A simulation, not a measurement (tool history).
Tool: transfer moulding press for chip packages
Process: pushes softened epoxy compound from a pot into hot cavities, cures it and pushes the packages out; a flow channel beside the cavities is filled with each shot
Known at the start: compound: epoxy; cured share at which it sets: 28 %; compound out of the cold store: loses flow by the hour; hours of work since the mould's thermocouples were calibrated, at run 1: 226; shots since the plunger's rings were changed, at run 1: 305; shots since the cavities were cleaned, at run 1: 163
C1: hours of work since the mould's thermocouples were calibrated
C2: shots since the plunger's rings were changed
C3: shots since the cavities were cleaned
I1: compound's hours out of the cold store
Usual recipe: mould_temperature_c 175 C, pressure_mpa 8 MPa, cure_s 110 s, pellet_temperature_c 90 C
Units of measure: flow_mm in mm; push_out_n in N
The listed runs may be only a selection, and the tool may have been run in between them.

run 1 hour=0 | mould_temperature_c=175 pressure_mpa=8 cure_s=110 pellet_temperature_c=90 | C1=226 C2=305 C3=163 | I1=25.8 | flow_mm=810 push_out_n=820
run 2 hour=9.6 | mould_temperature_c=175 pressure_mpa=8 cure_s=110 pellet_temperature_c=90 | C1=231 C2=395 C3=253 | I1=29.1 | flow_mm=792 push_out_n=865
run 3 hour=29.6 | mould_temperature_c=175 pressure_mpa=8 cure_s=110 pellet_temperature_c=90 | C1=242 C2=585 C3=443 | I1=39 | flow_mm=750 push_out_n=983
-- hour=44.2 cavities cleaned with cleaning compound and waxed
run 4 hour=49.9 | mould_temperature_c=175 pressure_mpa=8 cure_s=110 pellet_temperature_c=90 | C1=252 C2=761 C3=53 | I1=27 | flow_mm=796 push_out_n=607
run 5 hour=62.2 | mould_temperature_c=175 pressure_mpa=8 cure_s=110 pellet_temperature_c=90 | C1=258 C2=877 C3=169 | I1=29.4 | flow_mm=781 push_out_n=780
run 6 hour=72.5 | mould_temperature_c=175 pressure_mpa=8 cure_s=110 pellet_temperature_c=90 | C1=264 C2=975 C3=267 | I1=8.7 | flow_mm=875 push_out_n=947
run 7 hour=86.2 | mould_temperature_c=175 pressure_mpa=8 cure_s=110 pellet_temperature_c=90 | C1=271 C2=1104 C3=396 | I1=40.2 | flow_mm=734 push_out_n=941
run 8 hour=102.3 | mould_temperature_c=170 pressure_mpa=8 cure_s=110 pellet_temperature_c=90 | C1=280 C2=1256 C3=548 | I1=15.8 | flow_mm=839 push_out_n=1388
-- hour=106.3 cavities cleaned with cleaning compound and waxed
run 9 hour=125.2 | mould_temperature_c=170 pressure_mpa=8 cure_s=110 pellet_temperature_c=90 | C1=291 C2=1457 C3=178 | I1=16.5 | flow_mm=834 push_out_n=1116
run 10 hour=141.8 | mould_temperature_c=170 pressure_mpa=8 cure_s=110 pellet_temperature_c=90 | C1=300 C2=1613 C3=334 | I1=29.2 | flow_mm=769 push_out_n=1240
run 11 hour=157.3 | mould_temperature_c=175 pressure_mpa=8 cure_s=147 pellet_temperature_c=90 | C1=308 C2=1760 C3=481 | I1=47.1 | flow_mm=701 push_out_n=753
-- hour=167.9 cavities cleaned with cleaning compound and waxed
run 12 hour=169.3 | mould_temperature_c=175 pressure_mpa=8 cure_s=147 pellet_temperature_c=90 | C1=314 C2=1859 C3=13 | I1=36.3 | flow_mm=744 push_out_n=444
run 13 hour=187.8 | mould_temperature_c=175 pressure_mpa=8 cure_s=147 pellet_temperature_c=90 | C1=324 C2=2033 C3=187 | I1=28 | flow_mm=775 push_out_n=634
run 14 hour=198.2 | mould_temperature_c=175 pressure_mpa=8 cure_s=147 pellet_temperature_c=90 | C1=329 C2=2131 C3=285 | I1=20.7 | flow_mm=805 push_out_n=713
-- hour=209.4 mould's thermocouples calibrated
run 15 hour=220.5 | mould_temperature_c=175 pressure_mpa=9.71 cure_s=110 pellet_temperature_c=94 | C1=6 C2=2323 C3=477 | I1=45.3 | flow_mm=771 push_out_n=969
-- hour=231.9 cavities cleaned with cleaning compound and waxed
run 16 hour=234.8 | mould_temperature_c=175 pressure_mpa=8.57 cure_s=110 pellet_temperature_c=90 | C1=13 C2=2443 C3=27 | I1=39.2 | flow_mm=748 push_out_n=555
run 17 hour=257.5 | mould_temperature_c=175 pressure_mpa=8.57 cure_s=110 pellet_temperature_c=90 | C1=25 C2=2658 C3=242 | I1=32.3 | flow_mm=777 push_out_n=891
run 18 hour=279.7 | mould_temperature_c=181 pressure_mpa=7.92 cure_s=93 pellet_temperature_c=90 | C1=37 C2=2867 C3=451 | I1=25.5 | flow_mm=756 push_out_n=989
-- hour=294.2 cavities cleaned with cleaning compound and waxed
run 19 hour=298.3 | mould_temperature_c=181 pressure_mpa=8.15 cure_s=132 pellet_temperature_c=90 | C1=46 C2=3027 C3=38 | I1=26.1 | flow_mm=761 push_out_n=453
-- hour=319.2 plunger's sealing rings changed
run 20 hour=319.2 | mould_temperature_c=175 pressure_mpa=7.75 cure_s=110 pellet_temperature_c=90 | C1=56 C2=1 C3=213 | I1=11.7 | flow_mm=862 push_out_n=872
run 21 hour=332.3 | mould_temperature_c=175 pressure_mpa=7.75 cure_s=110 pellet_temperature_c=90 | C1=63 C2=124 C3=336 | I1=38.2 | flow_mm=747 push_out_n=917
run 22 hour=347.2 | mould_temperature_c=175 pressure_mpa=7.75 cure_s=110 pellet_temperature_c=90 | C1=71 C2=264 C3=476 | I1=20.4 | flow_mm=816 push_out_n=1022
-- hour=358.3 cavities cleaned with cleaning compound and waxed
run 23 hour=358.4 | mould_temperature_c=178 pressure_mpa=9.24 cure_s=104 pellet_temperature_c=93 | C1=76 C2=355 C3=1 | I1=9.5 | flow_mm=940 push_out_n=514
run 24 hour=370.1 | mould_temperature_c=171 pressure_mpa=8 cure_s=110 pellet_temperature_c=95 | C1=82 C2=466 C3=112 | I1=42.1 | flow_mm=743 push_out_n=841
run 25 hour=389.5 | mould_temperature_c=171 pressure_mpa=8.36 cure_s=98 pellet_temperature_c=94 | C1=92 C2=649 C3=295 | I1=40.3 | flow_mm=758 push_out_n=1411

For run 26, what comes out?
run 26 hour=403.8 | mould_temperature_c=175 pressure_mpa=9.48 cure_s=97 pellet_temperature_c=99 | C1=100 C2=784 C3=430 | I1=20.1 | flow_mm=? push_out_n=?

{"run 26": {"flow_mm": 897, "push_out_n": 1270}}
With the hidden condition absent and the run-to-run variation left alone, this run would have shown flow_mm 912 mm, push_out_n 657 N.
